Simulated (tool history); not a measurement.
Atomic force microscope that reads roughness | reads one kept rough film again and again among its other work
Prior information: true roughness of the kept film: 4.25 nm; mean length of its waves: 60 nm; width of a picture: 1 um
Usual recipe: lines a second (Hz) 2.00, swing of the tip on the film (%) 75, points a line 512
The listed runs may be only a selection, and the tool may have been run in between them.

| run | day | lines a second (Hz) | swing of the tip on the film (%) | points a line | roughness of the kept film (nm (root mean square)) |
|---|---|---|---|---|---|
| 1 | 0.000 | 2.00 | 75 | 512 | 3.511 |
| 2 | 0.771 | 2.23 | 75 | 512 | 3.425 |
| 3 | 1.871 | 2.23 | 75 | 512 | 3.334 |
| 4 | 2.621 | 2.23 | 75 | 512 | 3.298 |
|  | 3.521 | new tip fitted |
| 5 | 3.908 | 2.00 | 75 | 512 | 3.618 |
| 6 | 4.533 | 2.00 | 75 | 512 | 3.606 |
| 7 | 5.333 | 2.00 | 75 | 872 | 3.536 |
| 8 | 6.471 | 2.00 | 68 | 872 | 3.619 |
| 9 | 7.467 | 2.00 | 68 | 872 | 3.529 |
| 10 | 8.029 | 2.00 | 75 | 512 | 3.402 |
| 11 | 8.912 | 2.42 | 75 | 512 | 3.243 |
| 12 | 9.692 | 2.42 | 75 | 512 | 3.225 |
|  | 9.838 | new tip fitted |
| 13 | 10.429 | 2.00 | 75 | 686 | 3.613 |
| 14 | 10.979 | 2.00 | 75 | 686 | 3.570 |
| 15 | 11.871 | 0.79 | 75 | 686 | 3.718 |
| 16 | 12.446 | 2.00 | 75 | 512 | 3.476 |
| 17 | 13.450 | 2.00 | 58 | 512 | 3.613 |
| 18 | 14.329 | 2.00 | 75 | 512 | 3.336 |
| 19 | 14.925 | 2.00 | 75 | 512 | 3.315 |
| 20 | 15.621 | 2.00 | 75 | 512 | 3.285 |
|  | 16.196 | new tip fitted |
| 21 | 16.425 | 2.00 | 75 | 512 | 3.673 |
| 22 | 17.033 | 2.00 | 75 | 512 | 3.590 |
| 23 | 17.688 | 2.00 | 75 | 794 | 3.583 |
| 24 | 18.379 | 2.00 | 75 | 794 | 3.525 |

Forecast run 25:
| 25 | 19.042 | 2.00 | 75 | 794 | ? |

Run 25 gave roughness of the kept film (nm (root mean square)) 3.471.
Were there no unlogged condition in the tool, this run, its random variation unchanged, would have produced roughness of the kept film (nm (root mean square)) 3.680.
